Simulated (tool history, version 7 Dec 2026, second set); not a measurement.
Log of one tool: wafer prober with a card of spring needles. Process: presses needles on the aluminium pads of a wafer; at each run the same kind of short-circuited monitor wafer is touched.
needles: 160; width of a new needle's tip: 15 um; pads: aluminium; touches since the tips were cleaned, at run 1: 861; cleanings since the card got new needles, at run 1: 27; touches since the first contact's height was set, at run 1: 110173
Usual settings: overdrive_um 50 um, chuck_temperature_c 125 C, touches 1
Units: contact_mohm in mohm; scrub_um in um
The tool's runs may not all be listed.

run	hour	overdrive_um	chuck_temperature_c	touches	touches since the tips were cleaned	cleanings since the card got new needles	touches since the first contact's height was set	contact_mohm	scrub_um
1	0	50	125	1	861	27	110173	231	10.03
2	5.2	50	125	1	2416	27	111728	268	10.01
# hour 9.3: tips cleaned on abrasive film
3	16.5	50	125	2	2142	28	115046	239	10.06
# hour 21.4: tips cleaned on abrasive film
4	22.9	50	125	2	452	29	116906	217	10.12
5	29.7	50	125	2	2479	29	118933	242	10.04
# hour 33.6: tips cleaned on abrasive film
6	36.8	50	125	2	945	30	120998	228	10.11
7	44.1	50	125	3	3117	30	123170	233	10.03
# hour 46.3: tips cleaned on abrasive film
8	52.8	50	125	3	1930	31	125715	225	10.11
# hour 58.2: tips cleaned on abrasive film
9	61.1	50	125	3	853	32	128147	216	10.05
10	69.5	50	125	1	3357	32	130651	282	10.07
# hour 70.2: tips cleaned on abrasive film
11	77.2	50	125	1	2080	33	132893	259	10.04
# hour 82: height of the first contact set anew
# hour 82.6: tips cleaned on abrasive film
12	85	50	125	1	696	34	838	227	10.51
13	90	50	125	1	2185	34	2327	257	10.35
# hour 95: tips cleaned on abrasive film
14	96.9	50	30	1	539	35	4341	208	10.54
15	105.8	50	117	1	3187	35	6989	272	10.37
# hour 107: tips cleaned on abrasive film
16	115.3	50	117	1	2469	36	9793	266	10.46
# hour 119.8: tips cleaned on abrasive film
17	124.6	50	117	1	1428	37	12507	243	10.39
18	131.1	45	117	1	3345	37	14424	291	9.42
# hour 131.8: tips cleaned on abrasive film
19	140.5	45	117	1	2576	38	17185	279	9.3
# hour 143.7: tips cleaned on abrasive film
20	146.4	51	84	2	791	39	18905	209	10.54
21	154.3	51	84	2	3148	39	21262	238	10.55
# hour 156: tips cleaned on abrasive film
22	160.5	51	84	2	1312	40	23055	222	10.54
# hour 167.9: tips cleaned on abrasive film
23	170.2	45	84	1	672	41	25913	231	9.35
24	179.4	50	51	2	3406	41	28647	240	10.35
# hour 180.3: tips cleaned on abrasive film
25	189.2	50	51	2	2644	42	31531	234	10.22
# hour 192.3: tips cleaned on abrasive film
26	194.2	49	43	1	551	43	32968	209	10.16
27	199.6	49	43	1	2155	43	34572	246	10.08
# hour 204.3: tips cleaned on abrasive film
28	208.9	49	43	1	1354	44	37304	236	10.18
29	214.6	49	43	1	3030	44	38980	268	10.16
# hour 216.5: tips cleaned on abrasive film
30	221.5	53	125	2	1484	45	41019	226	10.9
# hour 228.8: tips cleaned on abrasive film
31	232.8	53	125	2	1197	46	44336	221	11.01
# hour 240.9: tips cleaned on abrasive film
32	240.9	53	125	2	0	47	46702	211	10.93
33	248.5	53	125	2	2267	47	48969	236	11.01

3 ways to go on from here, each from the tool as it stands after run 33. What would each give?
# hour 253.5: tips cleaned on abrasive film
A	259.2	50	71	2	1696	48	52099	?	?
# hour 253.5: tips cleaned on abrasive film
B	259.2	49	100	1	1696	48	52099	?	?
# hour 253.5: tips cleaned on abrasive film
C	259.2	50	125	2	1696	48	52099	?	?

run	contact_mohm	scrub_um
A	224	10.23
B	246	10.03
C	229	10.31
Without the tool's hidden state the same runs would have given:
run	contact_mohm	scrub_um
A	195	10.43
B	200	10.23
C	203	10.52
